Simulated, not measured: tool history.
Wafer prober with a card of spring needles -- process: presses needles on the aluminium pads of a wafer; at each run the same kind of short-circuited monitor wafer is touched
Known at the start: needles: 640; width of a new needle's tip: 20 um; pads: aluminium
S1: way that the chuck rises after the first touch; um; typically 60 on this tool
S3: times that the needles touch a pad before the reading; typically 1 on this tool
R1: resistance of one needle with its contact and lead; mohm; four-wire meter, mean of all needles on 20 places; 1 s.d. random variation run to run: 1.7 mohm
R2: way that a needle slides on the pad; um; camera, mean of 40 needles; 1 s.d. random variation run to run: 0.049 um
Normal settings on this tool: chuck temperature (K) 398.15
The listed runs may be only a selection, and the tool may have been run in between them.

Run 1, hour 0.0: usual settings. Result: R1 324 mohm, R2 15.62 um.
Run 2, hour 9.5: usual settings. Result: R1 424 mohm, R2 15.59 um.
At hour 10.6: tips cleaned on abrasive film.
Run 3, hour 24.1: usual settings. Result: R1 417 mohm, R2 15.56 um.
At hour 25.5: tips cleaned on abrasive film.
At hour 40.7: tips cleaned on abrasive film.
Run 4, hour 40.7: usual settings. Result: R1 184 mohm, R2 15.54 um.
At hour 55.3: tips cleaned on abrasive film.
Run 5, hour 55.3: usual settings. Result: R1 199 mohm, R2 15.41 um.
Run 6, hour 64.8: usual settings. Result: R1 389 mohm, R2 15.46 um.
At hour 70.7: tips cleaned on abrasive film.
Run 7, hour 78.7: usual settings but chuck temperature (K) 312.15. Result: R1 379 mohm, R2 15.40 um.
At hour 81.6: height of the first contact set anew.
At hour 85.9: tips cleaned on abrasive film.
Run 8, hour 90.1: usual settings but S1 42 um. Result: R1 467 mohm, R2 10.38 um.
At hour 100.9: tips cleaned on abrasive film.
Run 9, hour 102.3: usual settings but S1 58 um. Result: R1 260 mohm, R2 14.62 um.
Run 10, hour 112.4: usual settings but S1 58 um. Result: R1 446 mohm, R2 14.64 um.
At hour 115.8: tips cleaned on abrasive film.
Run 11, hour 125.1: usual settings but S1 58 um. Result: R1 417 mohm, R2 14.61 um.
At hour 130.8: tips cleaned on abrasive film.
Run 12, hour 134.9: usual settings. Result: R1 316 mohm, R2 15.03 um.
At hour 146.2: tips cleaned on abrasive film.
Run 13, hour 155.0: usual settings. Result: R1 405 mohm, R2 15.01 um.
At hour 160.9: tips cleaned on abrasive film.
Run 14, hour 165.6: usual settings. Result: R1 343 mohm, R2 15.03 um.
At hour 175.7: tips cleaned on abrasive film.
Run 15, hour 177.4: usual settings. Result: R1 260 mohm, R2 15.06 um.
At hour 191.2: height of the first contact set anew, once more.
At hour 191.3: tips cleaned on abrasive film.
Run 16, hour 191.8: usual settings but S1 75 um. Result: R1 198 mohm, R2 19.95 um.
At hour 206.7: tips cleaned on abrasive film.
Run 17, hour 211.1: usual settings but S1 75 um. Result: R1 250 mohm, R2 19.91 um.
At hour 222.0: tips cleaned on abrasive film.
Run 18, hour 223.8: usual settings but S1 75 um. Result: R1 207 mohm, R2 19.96 um.
Run 19, hour 233.8: usual settings but S1 75 um. Result: R1 320 mohm, R2 20.05 um.
At hour 236.8: tips cleaned on abrasive film.
Run 20, hour 251.1: usual settings but S1 75 um, chuck temperature (K) 300.15, S3 2. Result: R1 264 mohm, R2 19.96 um.
At hour 252.6: tips cleaned on abrasive film.
Run 21, hour 262.2: usual settings but S1 77 um, S3 3. Result: R1 212 mohm, R2 20.32 um.
At hour 267.9: tips cleaned on abrasive film.
Run 22, hour 278.8: usual settings but S1 77 um, S3 3. Result: R1 215 mohm, R2 20.34 um.
At hour 283.3: tips cleaned on abrasive film.
Run 23, hour 288.6: usual settings but chuck temperature (K) 389.15, S3 3. Result: R1 226 mohm, R2 15.81 um.
At hour 298.3: tips cleaned on abrasive film.
Run 24, hour 303.6: usual settings but S1 73 um, chuck temperature (K) 387.15. Result: R1 263 mohm, R2 19.27 um.
At hour 313.6: tips cleaned on abrasive film.
Run 25, hour 315.4: usual settings but S1 67 um, chuck temperature (K) 337.15, S3 2. Result: R1 199 mohm, R2 17.59 um.
Run 26, hour 325.6: usual settings but S1 67 um, chuck temperature (K) 337.15, S3 2. Result: R1 290 mohm, R2 17.59 um.
At hour 328.3: tips cleaned on abrasive film.
At hour 343.5: tips cleaned on abrasive film.
Run 27, hour 343.5: usual settings but S1 47 um, chuck temperature (K) 363.15, S3 3. Result: R1 186 mohm, R2 12.20 um.
Run 28, hour 355.3: usual settings but S1 47 um, chuck temperature (K) 330.15, S3 3. Result: R1 326 mohm, R2 12.23 um.
At hour 359.0: tips cleaned on abrasive film.
Run 29, hour 373.0: usual settings but chuck temperature (K) 327.15. Result: R1 452 mohm, R2 15.63 um.
At hour 374.9: tips cleaned on abrasive film.
Run 30, hour 386.3: usual settings but S1 49 um, chuck temperature (K) 299.15. Result: R1 600 mohm, R2 12.70 um.
At hour 389.7: tips cleaned on abrasive film.
Run 31, hour 403.8: usual settings but S1 55 um, chuck temperature (K) 346.15. Result: R1 508 mohm, R2 14.31 um.
At hour 404.9: tips cleaned on abrasive film.
At hour 420.6: tips cleaned on abrasive film.
Run 32, hour 420.6: usual settings but S1 55 um, chuck temperature (K) 346.15. Result: R1 187 mohm, R2 14.28 um.

Alternative continuations, all from the tool just after run 32; predict every row:
Run A, hour 429.2: usual settings but S1 47 um, chuck temperature (K) 346.15. Result: R1 ?, R2 ?.
Run B, hour 429.2: usual settings but S1 49 um. Result: R1 ?, R2 ?.
Run C, hour 429.2: usual settings but S1 74 um, chuck temperature (K) 346.15. Result: R1 ?, R2 ?.
Run D, hour 429.2: usual settings but chuck temperature (K) 370.15. Result: R1 ?, R2 ?.

run   R1     R2
  A  559  12.00
  B  510  12.62
  C  319  19.25
  D  404  15.56
Stripped of hidden state, with their random variation kept, the same runs would have yielded:
run   R1     R2
  A  161  12.48
  B  172  13.09
  C  151  19.73
  D  162  16.04
